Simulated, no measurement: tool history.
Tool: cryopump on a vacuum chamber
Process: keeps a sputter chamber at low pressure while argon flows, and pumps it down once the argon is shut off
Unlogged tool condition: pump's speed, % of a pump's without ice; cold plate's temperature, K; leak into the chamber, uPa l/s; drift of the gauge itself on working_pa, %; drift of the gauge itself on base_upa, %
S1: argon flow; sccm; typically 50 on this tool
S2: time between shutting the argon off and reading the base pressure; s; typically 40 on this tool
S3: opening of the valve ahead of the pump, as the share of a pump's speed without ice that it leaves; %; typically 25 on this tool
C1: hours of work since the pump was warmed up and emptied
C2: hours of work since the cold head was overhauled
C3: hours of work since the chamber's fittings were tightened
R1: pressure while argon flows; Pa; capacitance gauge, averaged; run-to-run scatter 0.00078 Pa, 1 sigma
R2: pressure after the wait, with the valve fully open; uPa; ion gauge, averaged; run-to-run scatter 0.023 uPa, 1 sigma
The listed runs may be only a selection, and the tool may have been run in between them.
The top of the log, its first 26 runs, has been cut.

| run | hour | S1 | S2 | S3 | C1 | C2 | C3 | R1 | R2 |
|---|---|---|---|---|---|---|---|---|---|
| 27 | 565.2 | 77 | 112 | 17 | 599 | 599 | 3075 | 0.3543 | 1.75 |
| 28 | 582.6 | 28 | 136 | 29 | 608 | 608 | 3083 | 0.0761 | 1.75 |
| 29 | 603.0 | 40 | 118 | 25 | 618 | 618 | 3093 | 0.1263 | 1.85 |
| 30 | 621.9 | 40 | 118 | 25 | 627 | 627 | 3102 | 0.1255 | 1.73 |
| 31 | 641.9 | 31 | 135 | 20 | 637 | 637 | 3112 | 0.1207 | 1.81 |
| 32 | 673.1 | 82 | 40 | 25 | 652 | 652 | 3128 | 0.2596 | 2.15 |
| 33 | 695.4 | 33 | 142 | 16 | 663 | 663 | 3139 | 0.1604 | 1.71 |
| 34 | 728.6 | 33 | 142 | 16 | 680 | 680 | 3155 | 0.1581 | 1.86 |

4 ways to go on from here, each from the tool as it stands after run 34. What would each give?
| A | 751.4 | 33 | 22 | 16 | 691 | 691 | 3166 | ? | ? |
| B | 751.4 | 60 | 40 | 23 | 691 | 691 | 3166 | ? | ? |
| C | 751.4 | 33 | 142 | 26 | 691 | 691 | 3166 | ? | ? |
| D | 751.4 | 34 | 123 | 40 | 691 | 691 | 3166 | ? | ? |

| run | R1 | R2 |
|---|---|---|
| A | 0.1608 | 2.67 |
| B | 0.2064 | 2.22 |
| C | 0.1013 | 1.83 |
| D | 0.0712 | 1.86 |
With no hidden state in the tool, these same runs would have given:
| run | R1 | R2 |
|---|---|---|
| A | 0.1540 | 1.17 |
| B | 0.1940 | 0.71 |
| C | 0.0945 | 0.29 |
| D | 0.0641 | 0.31 |
